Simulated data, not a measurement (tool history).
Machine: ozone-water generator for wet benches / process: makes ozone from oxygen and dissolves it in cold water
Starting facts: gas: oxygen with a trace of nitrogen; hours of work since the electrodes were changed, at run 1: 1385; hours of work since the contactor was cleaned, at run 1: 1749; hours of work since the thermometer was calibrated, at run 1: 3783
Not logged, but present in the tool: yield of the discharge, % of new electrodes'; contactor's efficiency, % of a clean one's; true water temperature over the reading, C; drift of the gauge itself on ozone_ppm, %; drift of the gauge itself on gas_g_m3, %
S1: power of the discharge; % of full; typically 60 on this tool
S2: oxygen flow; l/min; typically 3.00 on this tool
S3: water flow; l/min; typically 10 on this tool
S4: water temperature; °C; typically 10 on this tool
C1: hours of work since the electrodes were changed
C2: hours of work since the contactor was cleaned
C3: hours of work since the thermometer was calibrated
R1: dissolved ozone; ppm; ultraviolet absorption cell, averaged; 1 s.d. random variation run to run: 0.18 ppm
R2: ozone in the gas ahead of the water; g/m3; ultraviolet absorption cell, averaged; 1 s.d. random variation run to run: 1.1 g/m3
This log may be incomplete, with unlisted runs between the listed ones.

Run 1, hour 0.0: usual settings; C1 1385; C2 1749; C3 3783. Result: R1 23.9 ppm, R2 193.5 g/m3.
Run 2, hour 32.0: usual settings; C1 1406; C2 1770; C3 3804. Result: R1 23.8 ppm, R2 194.1 g/m3.
Run 3, hour 69.0: usual settings but S2 4.58 l/min; C1 1430; C2 1794; C3 3827. Result: R1 24.9 ppm, R2 161.4 g/m3.
Run 4, hour 112.5: usual settings but S2 4.58 l/min; C1 1458; C2 1822; C3 3856. Result: R1 24.7 ppm, R2 160.2 g/m3.
Run 5, hour 161.5: usual settings but S2 4.58 l/min; C1 1490; C2 1853; C3 3887. Result: R1 24.6 ppm, R2 161.3 g/m3.
Run 6, hour 190.6: usual settings; C1 1509; C2 1872; C3 3906. Result: R1 23.9 ppm, R2 194.4 g/m3.
Run 7, hour 223.5: usual settings but S1 73 % of full; C1 1530; C2 1893; C3 3927. Result: R1 26.8 ppm, R2 217.3 g/m3.
Run 8, hour 264.4: usual settings but S4 12 °C; C1 1556; C2 1920; C3 3954. Result: R1 22.9 ppm, R2 193.8 g/m3.
Run 9, hour 304.6: usual settings but S4 12 °C; C1 1582; C2 1946; C3 3980. Result: R1 23.2 ppm, R2 192.8 g/m3.
Run 10, hour 359.3: usual settings but S4 12 °C; C1 1618; C2 1981; C3 4015. Result: R1 23.3 ppm, R2 192.8 g/m3.
Run 11, hour 388.9: usual settings but S4 12 °C; C1 1637; C2 2000; C3 4034. Result: R1 23.2 ppm, R2 192.5 g/m3.
At hour 442.3: water thermometer calibrated.
Run 12, hour 442.3: usual settings but S4 12 °C; C1 1671; C2 2035; C3 0. Result: R1 23.3 ppm, R2 192.2 g/m3.
Run 13, hour 471.8: usual settings but S4 7 °C; C1 1690; C2 2054; C3 19. Result: R1 24.7 ppm, R2 191.8 g/m3.
Run 14, hour 504.1: usual settings but S4 7 °C; C1 1711; C2 2075; C3 40. Result: R1 24.6 ppm, R2 192.0 g/m3.
Run 15, hour 558.8: usual settings; C1 1746; C2 2110; C3 75. Result: R1 24.1 ppm, R2 193.5 g/m3.
Run 16, hour 602.3: usual settings; C1 1775; C2 2138; C3 103. Result: R1 24.0 ppm, R2 192.7 g/m3.
Run 17, hour 646.0: usual settings; C1 1803; C2 2166; C3 132. Result: R1 23.8 ppm, R2 193.4 g/m3.
Run 18, hour 672.0: usual settings but S1 92 % of full, S2 2.33 l/min, S3 9 l/min, S4 15 °C; C1 1820; C2 2183; C3 149. Result: R1 30.2 ppm, R2 278.6 g/m3.
Run 19, hour 701.5: usual settings but S1 92 % of full, S2 2.33 l/min, S3 9 l/min, S4 15 °C; C1 1839; C2 2202; C3 168. Result: R1 30.1 ppm, R2 277.6 g/m3.
Run 20, hour 759.1: usual settings but S1 77 % of full, S4 5 °C; C1 1876; C2 2240; C3 205. Result: R1 29.3 ppm, R2 223.4 g/m3.
Run 21, hour 807.7: usual settings but S1 77 % of full, S4 5 °C; C1 1907; C2 2271; C3 236. Result: R1 29.6 ppm, R2 224.2 g/m3.
Run 22, hour 864.9: usual settings but S1 81 % of full, S2 4.61 l/min, S4 5 °C; C1 1944; C2 2308; C3 273. Result: R1 32.2 ppm, R2 192.4 g/m3.
Run 23, hour 909.0: usual settings but S1 68 % of full, S2 4.61 l/min, S4 5 °C; C1 1973; C2 2337; C3 302. Result: R1 29.0 ppm, R2 173.5 g/m3.
Run 24, hour 954.5: usual settings but S1 57 % of full; C1 2002; C2 2366; C3 331. Result: R1 22.7 ppm, R2 184.1 g/m3.
Run 25, hour 999.6: usual settings but S1 57 % of full; C1 2032; C2 2395; C3 360. Result: R1 23.1 ppm, R2 185.5 g/m3.
Run 26, hour 1060.5: usual settings but S1 41 % of full; C1 2071; C2 2435; C3 400. Result: R1 18.8 ppm, R2 150.8 g/m3.
Run 27, hour 1113.1: usual settings but S1 64 % of full, S2 2.83 l/min, S3 9 l/min; C1 2105; C2 2469; C3 434. Result: R1 26.6 ppm, R2 206.5 g/m3.
Run 28, hour 1147.8: usual settings but S1 64 % of full, S2 2.83 l/min, S3 9 l/min; C1 2127; C2 2491; C3 456. Result: R1 26.5 ppm, R2 204.9 g/m3.
Run 29, hour 1190.4: usual settings but S1 43 % of full, S2 1.79 l/min, S4 9 °C; C1 2155; C2 2519; C3 484. Result: R1 17.4 ppm, R2 195.1 g/m3.
Run 30, hour 1235.0: usual settings but S1 43 % of full, S2 1.79 l/min, S4 9 °C; C1 2184; C2 2547; C3 513. Result: R1 17.5 ppm, R2 197.0 g/m3.
Run 31, hour 1295.5: usual settings but S1 47 % of full, S2 4.21 l/min, S4 9 °C; C1 2223; C2 2587; C3 552. Result: R1 21.4 ppm, R2 142.5 g/m3.
Run 32, hour 1355.2: usual settings but S1 72 % of full, S2 2.69 l/min; C1 2262; C2 2625; C3 590. Result: R1 25.9 ppm, R2 224.6 g/m3.
Run 33, hour 1404.3: usual settings but S2 3.16 l/min; C1 2293; C2 2657; C3 622. Result: R1 23.4 ppm, R2 185.6 g/m3.

Alternative continuations, all from the tool just after run 33; predict every row:
Run A, hour 1450.3: usual settings but S1 66 % of full, S2 3.16 l/min, S3 13 l/min; C1 2323; C2 2687; C3 652. Result: R1 ?, R2 ?.
Run B, hour 1450.3: usual settings but S1 58 % of full, S2 4.00 l/min, S3 8 l/min; C1 2323; C2 2687; C3 652. Result: R1 ?, R2 ?.
Run C, hour 1450.3: usual settings but S3 8 l/min; C1 2323; C2 2687; C3 652. Result: R1 ?, R2 ?.
Run D, hour 1450.3: usual settings but S3 7 l/min, S4 9 °C; C1 2323; C2 2687; C3 652. Result: R1 ?, R2 ?.

run    R1     R2
  A  19.8  197.6
  B  27.9  164.4
  C  28.1  191.1
  D  31.4  191.1
Stripped of hidden state, with their random variation kept, the same runs would have yielded:
run    R1     R2
  A  21.2  206.2
  B  29.6  170.9
  C  29.9  198.9
  D  33.3  198.9
